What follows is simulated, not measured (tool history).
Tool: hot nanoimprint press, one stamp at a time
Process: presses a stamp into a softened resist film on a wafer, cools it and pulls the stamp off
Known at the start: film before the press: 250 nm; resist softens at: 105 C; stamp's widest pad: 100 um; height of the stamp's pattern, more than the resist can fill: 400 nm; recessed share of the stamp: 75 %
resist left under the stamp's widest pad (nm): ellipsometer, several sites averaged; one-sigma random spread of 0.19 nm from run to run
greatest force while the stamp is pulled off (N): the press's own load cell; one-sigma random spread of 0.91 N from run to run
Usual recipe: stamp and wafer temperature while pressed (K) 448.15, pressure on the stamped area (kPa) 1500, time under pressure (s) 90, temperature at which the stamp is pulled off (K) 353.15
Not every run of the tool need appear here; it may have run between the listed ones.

run	day	stamp and wafer temperature while pressed (K)	pressure on the stamped area (kPa)	time under pressure (s)	temperature at which the stamp is pulled off (K)	resist left under the stamp's widest pad (nm)	greatest force while the stamp is pulled off (N)
1	0	448.15	1500	90	353.15	145.5	190.6
2	0.642	448.15	1500	90	353.15	145.7	193.8
3	1.338	448.15	1500	90	353.15	146.1	196
4	1.988	448.15	1500	53	353.15	170.8	196.3
5	2.604	448.15	1500	90	353.15	145.8	197.3
6	3.129	448.15	1500	90	353.15	146.2	199.2
7	3.438	448.15	1500	154	353.15	120.9	199.6
8	3.917	448.15	1500	154	353.15	120.8	198.7
9	4.246	448.15	1500	154	353.15	121	201.1
10	4.883	448.15	1500	154	353.15	120.9	201.5
11	5.762	448.15	1500	90	353.15	147	186.6
12	6.292	448.15	1500	90	353.15	146.7	185.9
13	6.675	448.15	1500	90	353.15	146.9	188
14	7.371	448.15	1500	90	353.15	146.8	189.8
15	8.175	448.15	1500	90	353.15	145.3	189.3
16	8.7	448.15	1500	90	353.15	145.5	191
17	9.058	440.15	990	52	353.15	215.7	191.9
18	9.592	440.15	990	52	353.15	215.3	193.2
19	9.925	438.15	1890	52	353.15	201.1	192.7
20	10.212	448.15	1500	71	353.15	156.7	193
21	10.679	439.15	1500	119	349.15	173.7	212.4
22	11.162	448.15	1500	90	356.15	146	181.5
23	11.508	457.15	1190	90	353.15	120.8	193.5
24	12.183	441.15	1800	90	353.15	169.3	196.2
25	12.554	447.15	2380	172	339.15	99.4	261.4
26	13.088	447.15	2290	62	339.15	147.9	264
27	13.654	447.15	2290	62	339.15	148.1	266.9
28	14.162	448.15	1500	111	353.15	136.4	199.3
29	14.704	448.15	1390	90	340.15	150.5	262.5

Not shown: 2 entries that the log had between the listed runs. Between which runs, and how does the tool's hidden state differ before and after?
From run 10 to run 11: stamp cleaned and given a new release coat (day 5.171)
  true temperature over the reading, C: -0.27 -> -0.29; pressure that arrives at the usual setting, %: 96.52 -> 96.46; grip of the stamp's worn release coat, % over a new coat's: 8.4 -> 0.5
  measured minus no-state result, resist left under the stamp's widest pad (nm): +2.8 -> +3.1; greatest force while the stamp is pulled off (N): +16.7 -> +2.1
From run 14 to run 15: press's hydraulic seals changed and the load cell set to zero (day 7.971)
  true temperature over the reading, C: -0.35 -> -0.37; pressure that arrives at the usual setting, %: 96.29 -> 99.64; grip of the stamp's worn release coat, % over a new coat's: 1.7 -> 2.1
  measured minus no-state result, resist left under the stamp's widest pad (nm): +3.4 -> +1.7; greatest force while the stamp is pulled off (N): +4.7 -> +5.4
